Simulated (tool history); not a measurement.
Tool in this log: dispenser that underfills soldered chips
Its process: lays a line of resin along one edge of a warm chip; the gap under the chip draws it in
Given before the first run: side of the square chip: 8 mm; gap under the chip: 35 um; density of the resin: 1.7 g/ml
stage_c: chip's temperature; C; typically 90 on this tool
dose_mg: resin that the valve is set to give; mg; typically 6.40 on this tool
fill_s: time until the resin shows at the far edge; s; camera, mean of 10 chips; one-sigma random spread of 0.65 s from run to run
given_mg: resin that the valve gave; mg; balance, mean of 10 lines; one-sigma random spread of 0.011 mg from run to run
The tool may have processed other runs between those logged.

{"run": 1, "hour": 0.0, "stage_c": 90, "dose_mg": 6.4, "fill_s": 58.5, "given_mg": 6.37}
{"run": 2, "hour": 4.2, "stage_c": 90, "dose_mg": 6.4, "fill_s": 66.4, "given_mg": 6.36}
{"hour": 8.0, "done": "new syringe of resin"}
{"run": 3, "hour": 8.1, "stage_c": 90, "dose_mg": 6.4, "fill_s": 58.9, "given_mg": 6.35}
{"run": 4, "hour": 14.6, "stage_c": 90, "dose_mg": 6.4, "fill_s": 71.9, "given_mg": 6.35}
{"hour": 16.8, "done": "new syringe of resin"}
{"run": 5, "hour": 21.6, "stage_c": 90, "dose_mg": 6.4, "fill_s": 67.9, "given_mg": 6.33}
{"hour": 25.5, "done": "new syringe of resin"}
{"run": 6, "hour": 28.7, "stage_c": 90, "dose_mg": 6.4, "fill_s": 64.1, "given_mg": 6.32}
{"hour": 34.1, "done": "new syringe of resin"}
{"run": 7, "hour": 34.7, "stage_c": 90, "dose_mg": 6.4, "fill_s": 60.6, "given_mg": 6.29}
{"run": 8, "hour": 40.0, "stage_c": 90, "dose_mg": 6.4, "fill_s": 69.7, "given_mg": 6.3}
{"hour": 42.8, "done": "new syringe of resin"}
{"run": 9, "hour": 44.8, "stage_c": 90, "dose_mg": 6.4, "fill_s": 63.1, "given_mg": 6.27}
{"hour": 51.3, "done": "new syringe of resin"}
{"run": 10, "hour": 51.4, "stage_c": 104, "dose_mg": 6.4, "fill_s": 37.4, "given_mg": 6.25}
{"run": 11, "hour": 56.9, "stage_c": 90, "dose_mg": 5.49, "fill_s": 72.9, "given_mg": 5.36}
{"hour": 60.3, "done": "new syringe of resin"}
{"hour": 61.3, "done": "dispensing valve cleaned and set on the balance"}
{"run": 12, "hour": 64.2, "stage_c": 90, "dose_mg": 5.51, "fill_s": 63.6, "given_mg": 5.49}
{"run": 13, "hour": 68.6, "stage_c": 90, "dose_mg": 7.01, "fill_s": 73.4, "given_mg": 6.94}
{"hour": 70.4, "done": "new syringe of resin"}
{"run": 14, "hour": 75.2, "stage_c": 90, "dose_mg": 7.01, "fill_s": 67.6, "given_mg": 6.96}
{"hour": 79.1, "done": "new syringe of resin"}
{"run": 15, "hour": 79.5, "stage_c": 90, "dose_mg": 7.67, "fill_s": 60.6, "given_mg": 7.6}
{"run": 16, "hour": 85.4, "stage_c": 90, "dose_mg": 7.67, "fill_s": 73.0, "given_mg": 7.58}
{"hour": 87.7, "done": "new syringe of resin"}
{"run": 17, "hour": 92.5, "stage_c": 90, "dose_mg": 5.85, "fill_s": 70.6, "given_mg": 5.77}
{"run": 18, "hour": 95.9, "stage_c": 90, "dose_mg": 5.85, "fill_s": 80.6, "given_mg": 5.77}
{"hour": 96.6, "done": "new syringe of resin"}
{"run": 19, "hour": 101.4, "stage_c": 90, "dose_mg": 5.85, "fill_s": 70.9, "given_mg": 5.75}
{"hour": 105.6, "done": "new syringe of resin"}
{"run": 20, "hour": 106.1, "stage_c": 90, "dose_mg": 5.85, "fill_s": 61.4, "given_mg": 5.75}

Run 21 is up next; what results do you expect?
{"run": 21, "hour": 109.1, "stage_c": 90, "dose_mg": 8.13, "fill_s": "?", "given_mg": "?"}

{"run 21": {"fill_s": 65.9, "given_mg": 7.98}}
Had the tool carried no hidden state, the very same run would have given fill_s 57.0 s, given_mg 8.13 mg.

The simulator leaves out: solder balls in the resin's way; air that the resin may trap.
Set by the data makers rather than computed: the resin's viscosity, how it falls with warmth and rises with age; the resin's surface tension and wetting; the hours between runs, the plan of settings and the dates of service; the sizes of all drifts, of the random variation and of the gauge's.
